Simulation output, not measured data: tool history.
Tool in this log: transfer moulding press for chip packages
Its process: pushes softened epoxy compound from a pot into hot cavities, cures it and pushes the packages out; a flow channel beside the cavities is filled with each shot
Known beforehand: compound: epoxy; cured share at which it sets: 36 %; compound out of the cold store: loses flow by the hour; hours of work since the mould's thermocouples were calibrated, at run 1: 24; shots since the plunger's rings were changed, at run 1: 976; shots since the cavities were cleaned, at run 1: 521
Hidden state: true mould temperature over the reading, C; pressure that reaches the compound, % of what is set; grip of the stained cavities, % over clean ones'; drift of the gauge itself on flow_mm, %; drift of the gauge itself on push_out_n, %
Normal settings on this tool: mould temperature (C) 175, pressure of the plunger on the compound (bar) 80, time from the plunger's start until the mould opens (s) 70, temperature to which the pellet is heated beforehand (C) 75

run,hour,mould temperature (C),pressure of the plunger on the compound (bar),time from the plunger's start until the mould opens (s),temperature to which the pellet is heated beforehand (C),hours of work since the mould's thermocouples were calibrated,shots since the plunger's rings were changed,shots since the cavities were cleaned,incoming compound's hours out of the cold store,length that the compound runs in the flow channel (mm),greatest force on the pins that push the packages out (N)
1,0,175,80,70,75,24,976,521,26.5,595,572
2,4.5,175,80,70,75,27,1026,571,31,593,609
3,9.7,175,80,70,75,29,1083,628,15.6,623,634
4,13.8,175,80,70,68,32,1130,675,12.6,630,663
5,19.3,175,80,70,68,34,1190,735,33.8,586,631
6,27.7,175,80,70,68,39,1284,829,29.1,589,645
# hour 31.8: cavities cleaned with cleaning compound and waxed
7,34.3,175,80,70,77,41,1340,28,28.7,582,414
8,40.4,175,80,70,77,45,1407,95,37.3,564,466
9,47.7,175,80,70,77,48,1488,176,25.7,592,497
10,54.1,175,80,70,82,52,1559,247,12.1,639,542
11,58.6,175,80,70,82,54,1610,298,16.2,625,532
12,67.9,175,80,70,82,59,1713,401,17.4,621,560
13,72.2,175,80,70,82,61,1761,449,13.4,625,578
14,78.6,175,80,70,82,64,1831,519,28.7,588,593
15,85.5,175,80,70,67,68,1907,595,38.7,551,611
16,92.7,175,80,70,67,72,1988,676,23.1,598,652
17,98.3,175,80,70,67,75,2049,737,17.7,611,679
# hour 100.8: mould's thermocouples calibrated
18,108.6,175,63.8,53,79,4,2142,830,47.3,469,1089
# hour 112.5: cavities cleaned with cleaning compound and waxed
19,114.5,175,63.8,53,79,6,2191,22,14.2,551,790
20,119.8,175,67.9,100,75,9,2250,81,10,585,409
21,125.7,172,78.4,70,75,12,2315,146,21.4,602,566
22,130.7,172,78.4,70,75,15,2370,201,10.7,635,601
23,138.8,172,78.4,70,75,19,2460,291,26.9,580,618
# hour 144.5: mould's thermocouples calibrated, once more
24,145.1,172,78.4,70,75,0,2508,339,44.3,532,617
25,152.6,172,78.4,72,75,4,2591,422,39.2,549,621
26,159.2,167,78.4,94,68,8,2664,495,23.6,600,562
27,163.4,167,78.4,67,84,10,2711,542,9.2,638,1069
28,167.9,173,80.1,70,75,12,2761,592,11.4,631,668

Predict each of these 4 candidate next runs independently; none follows another, all start after run 28:
A,172.7,171,75.5,73,75,15,2814,645,31.5,?,?
B,172.7,178,80,70,75,15,2814,645,26.3,?,?
C,172.7,173,69.2,91,77,15,2814,645,10.8,?,?
D,172.7,175,66.7,70,75,15,2814,645,44.1,?,?

run,length that the compound runs in the flow channel (mm),greatest force on the pins that push the packages out (N)
A,552,708
B,574,577
C,593,547
D,486,586
Stripped of hidden state, with their random variation kept, the same runs would have yielded:
run,length that the compound runs in the flow channel (mm),greatest force on the pins that push the packages out (N)
A,573,468
B,596,384
C,616,359
D,505,384
